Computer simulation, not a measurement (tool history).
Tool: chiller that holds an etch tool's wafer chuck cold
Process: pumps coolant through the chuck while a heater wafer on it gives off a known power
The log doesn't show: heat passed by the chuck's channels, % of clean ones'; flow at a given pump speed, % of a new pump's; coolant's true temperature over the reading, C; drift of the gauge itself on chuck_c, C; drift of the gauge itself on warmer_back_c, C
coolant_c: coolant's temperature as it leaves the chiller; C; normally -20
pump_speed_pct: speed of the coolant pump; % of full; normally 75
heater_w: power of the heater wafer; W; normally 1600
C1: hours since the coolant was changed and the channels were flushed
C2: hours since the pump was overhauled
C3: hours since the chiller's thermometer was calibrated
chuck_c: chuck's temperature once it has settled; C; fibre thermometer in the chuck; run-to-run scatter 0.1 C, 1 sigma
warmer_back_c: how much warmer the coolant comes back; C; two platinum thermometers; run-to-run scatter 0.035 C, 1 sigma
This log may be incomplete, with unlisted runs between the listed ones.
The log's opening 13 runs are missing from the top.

{"run": 14, "hour": 1808.0, "coolant_c": -20, "pump_speed_pct": 75, "heater_w": 1631, "C1": 3050, "C2": 2562, "C3": 748, "chuck_c": -4, "warmer_back_c": 6.56}
{"run": 15, "hour": 1953.2, "coolant_c": -20, "pump_speed_pct": 87, "heater_w": 1631, "C1": 3196, "C2": 2707, "C3": 893, "chuck_c": -5.3, "warmer_back_c": 5.56}
{"run": 16, "hour": 2085.7, "coolant_c": -20, "pump_speed_pct": 87, "heater_w": 1631, "C1": 3328, "C2": 2840, "C3": 1026, "chuck_c": -5.6, "warmer_back_c": 5.58}
{"run": 17, "hour": 2172.3, "coolant_c": -20, "pump_speed_pct": 75, "heater_w": 1400, "C1": 3415, "C2": 2926, "C3": 1112, "chuck_c": -6.2, "warmer_back_c": 5.69}
{"run": 18, "hour": 2361.8, "coolant_c": -20, "pump_speed_pct": 75, "heater_w": 1110, "C1": 3604, "C2": 3116, "C3": 1302, "chuck_c": -9.1, "warmer_back_c": 4.48}
{"run": 19, "hour": 2444.8, "coolant_c": -13, "pump_speed_pct": 67, "heater_w": 1600, "C1": 3687, "C2": 3199, "C3": 1385, "chuck_c": 4, "warmer_back_c": 7.31}
{"run": 20, "hour": 2631.4, "coolant_c": -12, "pump_speed_pct": 71, "heater_w": 1600, "C1": 3874, "C2": 3385, "C3": 1572, "chuck_c": 4.5, "warmer_back_c": 6.89}
{"run": 21, "hour": 2735.0, "coolant_c": -24, "pump_speed_pct": 80, "heater_w": 1600, "C1": 3977, "C2": 3489, "C3": 1675, "chuck_c": -8.5, "warmer_back_c": 6.03}
{"run": 22, "hour": 2899.9, "coolant_c": -24, "pump_speed_pct": 80, "heater_w": 1600, "C1": 4142, "C2": 3654, "C3": 1840, "chuck_c": -8.6, "warmer_back_c": 6.08}
{"run": 23, "hour": 3034.2, "coolant_c": -24, "pump_speed_pct": 80, "heater_w": 1600, "C1": 4277, "C2": 3788, "C3": 1974, "chuck_c": -8.6, "warmer_back_c": 6.12}
{"run": 24, "hour": 3232.9, "coolant_c": -26, "pump_speed_pct": 82, "heater_w": 2052, "C1": 4475, "C2": 3987, "C3": 2173, "chuck_c": -6.3, "warmer_back_c": 7.68}
{"run": 25, "hour": 3368.1, "coolant_c": -26, "pump_speed_pct": 82, "heater_w": 2052, "C1": 4610, "C2": 4122, "C3": 2308, "chuck_c": -6.4, "warmer_back_c": 7.68}
{"run": 26, "hour": 3469.3, "coolant_c": -23, "pump_speed_pct": 75, "heater_w": 1600, "C1": 4712, "C2": 4223, "C3": 2409, "chuck_c": -6.8, "warmer_back_c": 6.65}
{"run": 27, "hour": 3625.0, "coolant_c": -23, "pump_speed_pct": 75, "heater_w": 1600, "C1": 4867, "C2": 4379, "C3": 2565, "chuck_c": -6.8, "warmer_back_c": 6.59}
{"run": 28, "hour": 3813.6, "coolant_c": -23, "pump_speed_pct": 75, "heater_w": 1600, "C1": 5056, "C2": 4568, "C3": 2754, "chuck_c": -6.5, "warmer_back_c": 6.64}
{"run": 29, "hour": 3909.0, "coolant_c": -17, "pump_speed_pct": 64, "heater_w": 1600, "C1": 5151, "C2": 4663, "C3": 2849, "chuck_c": 1.2, "warmer_back_c": 7.93}
{"run": 30, "hour": 4108.4, "coolant_c": -17, "pump_speed_pct": 88, "heater_w": 1320, "C1": 5351, "C2": 4862, "C3": 3049, "chuck_c": -4.7, "warmer_back_c": 4.65}
{"run": 31, "hour": 4243.9, "coolant_c": -19, "pump_speed_pct": 62, "heater_w": 2050, "C1": 5486, "C2": 4998, "C3": 3184, "chuck_c": 5.3, "warmer_back_c": 10.58}
{"run": 32, "hour": 4388.4, "coolant_c": -19, "pump_speed_pct": 84, "heater_w": 933, "C1": 5631, "C2": 5142, "C3": 3328, "chuck_c": -10, "warmer_back_c": 3.44}
{"run": 33, "hour": 4588.7, "coolant_c": -12, "pump_speed_pct": 75, "heater_w": 1329, "C1": 5831, "C2": 5343, "C3": 3529, "chuck_c": 1.8, "warmer_back_c": 5.6}

Forecast each of these 3 alternatives for the next run:
{"run": "A", "hour": 4683.3, "coolant_c": -25, "pump_speed_pct": 72, "heater_w": 2023, "C1": 5926, "C2": 5437, "C3": 3623, "chuck_c": "?", "warmer_back_c": "?"}
{"run": "B", "hour": 4683.3, "coolant_c": -30, "pump_speed_pct": 91, "heater_w": 1270, "C1": 5926, "C2": 5437, "C3": 3623, "chuck_c": "?", "warmer_back_c": "?"}
{"run": "C", "hour": 4683.3, "coolant_c": -13, "pump_speed_pct": 65, "heater_w": 887, "C1": 5926, "C2": 5437, "C3": 3623, "chuck_c": "?", "warmer_back_c": "?"}

run=A chuck_c=-3.3 warmer_back_c=8.99
run=B chuck_c=-18.2 warmer_back_c=4.29
run=C chuck_c=-3.2 warmer_back_c=4.38
Take away the tool's hidden state, keep each run's random variation, and the runs would have read:
run=A chuck_c=-6.7 warmer_back_c=8.02
run=B chuck_c=-19.8 warmer_back_c=3.83
run=C chuck_c=-4.5 warmer_back_c=3.91

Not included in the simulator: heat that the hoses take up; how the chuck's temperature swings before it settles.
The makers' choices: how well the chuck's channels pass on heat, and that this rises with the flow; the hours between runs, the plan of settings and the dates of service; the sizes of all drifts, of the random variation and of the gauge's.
